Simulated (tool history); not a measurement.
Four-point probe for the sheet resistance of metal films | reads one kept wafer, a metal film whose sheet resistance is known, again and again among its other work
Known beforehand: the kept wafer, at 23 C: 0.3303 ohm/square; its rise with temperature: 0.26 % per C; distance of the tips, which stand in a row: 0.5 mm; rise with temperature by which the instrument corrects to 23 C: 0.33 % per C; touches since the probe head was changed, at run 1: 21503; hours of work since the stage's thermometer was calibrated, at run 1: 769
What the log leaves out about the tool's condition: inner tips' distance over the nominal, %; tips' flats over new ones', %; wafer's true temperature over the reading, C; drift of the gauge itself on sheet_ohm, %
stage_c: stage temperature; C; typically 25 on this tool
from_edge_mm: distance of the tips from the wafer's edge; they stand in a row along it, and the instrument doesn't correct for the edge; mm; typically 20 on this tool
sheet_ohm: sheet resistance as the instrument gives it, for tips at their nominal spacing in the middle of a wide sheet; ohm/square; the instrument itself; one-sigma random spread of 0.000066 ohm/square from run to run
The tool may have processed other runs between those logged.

run   hour  stage_c  from_edge_mm  touches since the probe head was changed  hours of work since the stage's thermometer was calibrated  sheet_ohm
  1    0.0       25            20                                     21503                                                         769   0.329916
  2   15.1       20            20                                     22278                                                         781   0.331020
  3   36.6       25            20                                     23379                                                         797   0.329823
  4   51.3       25            20                                     24137                                                         809   0.329930
  5   76.0       25            38                                     25403                                                         828   0.329729
  6  100.4       25            38                                     26650                                                         846   0.329815
  7  124.2       25            38                                     27875                                                         865   0.329835
  8  135.0       25            38                                     28428                                                         873   0.329813
  9  152.5       24            20                                     29326                                                         887   0.330143
 10  165.3       24            20                                     29979                                                         896   0.330210
 11  181.8       24            20                                     30827                                                         909   0.330120
 12  196.2       24            20                                     31565                                                         920   0.330066
 13  210.9       25             7                                     32321                                                         931   0.330751
 14  221.6       25             7                                     32868                                                         940   0.330676
 15  244.5       25             7                                     34045                                                         957   0.330689
 16  264.7       23            20                                     35080                                                         973   0.330352
 17  284.7       25            20                                     36105                                                         988   0.329963
 18  305.4       25            20                                     37165                                                        1004   0.329872
 19  322.3       25            20                                     38032                                                        1017   0.329889
 20  337.3       25            11                                     38802                                                        1029   0.330130
 21  362.6       25            20                                     40102                                                        1048   0.329911
 22  381.5       25            17                                     41069                                                        1063   0.329923
 23  394.7       24            41                                     41748                                                        1073   0.330074
 24  407.1       31            18                                     42381                                                        1082   0.328499
 25  425.0       22            41                                     43299                                                        1096   0.330542
 26  446.9       28            41                                     44425                                                        1113   0.329079
 27  457.3       28            41                                     44956                                                        1121   0.329174
 28  473.2       34            75                                     45770                                                        1133   0.327728
 29  494.9       21             7                                     46885                                                        1150   0.331633
 30  519.6       34             7                                     48150                                                        1169   0.328670
 31  537.7       21            12                                     49082                                                        1183   0.331040
 32  559.6       28            17                                     50201                                                        1199   0.329162
 33  574.5       20             5                                     50968                                                        1211   0.332730
 34  590.5       20             4                                     51786                                                        1223   0.333711
 35  611.0       20            38                                     52837                                                        1239   0.331139
     618.2  -- stage's thermometer calibrated
 36  631.5       33            26                                     53864                                                          10   0.328094
 37  654.0       33            26                                     55018                                                          27   0.328121
 38  672.1       33            26                                     55949                                                          41   0.327953
 39  691.3       33            26                                     56930                                                          56   0.328103
 40  711.9       27             6                                     57988                                                          72   0.330481
 41  731.7       27             6                                     59004                                                          87   0.330496
 42  745.7       19            72                                     59724                                                          98   0.331215
 43  767.5       34            69                                     60842                                                         115   0.327821
 44  781.6       34            16                                     61563                                                         126   0.327893

Take each entry between the runs: how does the hidden state at the last listed run before it differ from the hidden state at the first listed run after it?
Logged between run 35 and run 36: stage's thermometer calibrated (hour 618.2)
  nothing in the hidden state changes from one run to the other
